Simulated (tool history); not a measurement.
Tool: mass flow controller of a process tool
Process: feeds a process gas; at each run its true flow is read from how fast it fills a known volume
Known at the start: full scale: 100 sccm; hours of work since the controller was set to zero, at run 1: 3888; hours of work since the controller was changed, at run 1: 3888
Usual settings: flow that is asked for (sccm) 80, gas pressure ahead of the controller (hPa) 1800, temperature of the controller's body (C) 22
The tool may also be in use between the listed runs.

run	day	flow that is asked for (sccm)	gas pressure ahead of the controller (hPa)	temperature of the controller's body (C)	hours of work since the controller was set to zero	hours of work since the controller was changed	true flow (%)
1	0.000	80	1800	22	3888	3888	98.13
2	6.233	80	1800	23	3964	3964	98.09
3	13.842	80	1800	23	4058	4058	98.00
4	18.979	80	1800	22	4122	4122	98.02
5	25.454	80	1800	22	4202	4202	98.06
6	33.325	80	1800	22	4299	4299	97.99
7	42.683	80	1800	22	4414	4414	98.04
8	51.917	80	1800	22	4528	4528	97.94
# day 52.742: controller's zero set anew
9	55.962	80	1800	22	40	4578	97.66
10	65.338	80	1800	22	155	4694	97.77
11	74.338	80	2200	22	267	4805	97.31
12	81.633	99	2200	22	357	4895	97.82
13	87.912	80	1950	22	434	4972	97.45
# day 91.533: controller's zero set anew, once more
14	93.021	80	1950	22	18	5035	98.03
15	101.379	22	1800	22	122	5138	96.98
16	106.408	71	1470	20	184	5200	98.29
17	112.767	18	2250	32	262	5279	96.17
18	118.338	41	2280	22	331	5348	96.95
19	123.346	15	1830	20	393	5409	96.72
20	127.825	15	1980	28	448	5465	96.18
21	133.600	80	1800	24	519	5536	97.99
22	138.583	51	2000	22	581	5598	97.24
23	143.488	80	1920	38	641	5658	97.09
24	147.904	16	2220	25	696	5713	96.05
25	153.725	80	1490	31	768	5784	97.68
26	158.779	28	2790	22	830	5847	96.08
27	166.517	80	2160	38	925	5942	96.83
28	175.592	18	1790	32	1037	6054	95.80
29	181.804	53	1800	22	1114	6131	97.25
30	185.646	29	1610	26	1162	6178	96.46

How the hidden state differs across the entries between the runs, from the last listed run before each to the first after it:
Between runs 8 and 9: controller's zero set anew (day 52.742)
  flow at rest that the sensor doesn't see, % of full scale: -0.447 -> -0.576; true flow over the shown one, %: -1.5 -> -1.51
  measured less the result without the state, true flow (%): -2.06 -> -2.24
Between runs 13 and 14: controller's zero set anew, once more (day 91.533)
  flow at rest that the sensor doesn't see, % of full scale: -0.614 -> -0.018; true flow over the shown one, %: -1.63 -> -1.65
  measured less the result without the state, true flow (%): -2.39 -> -1.68
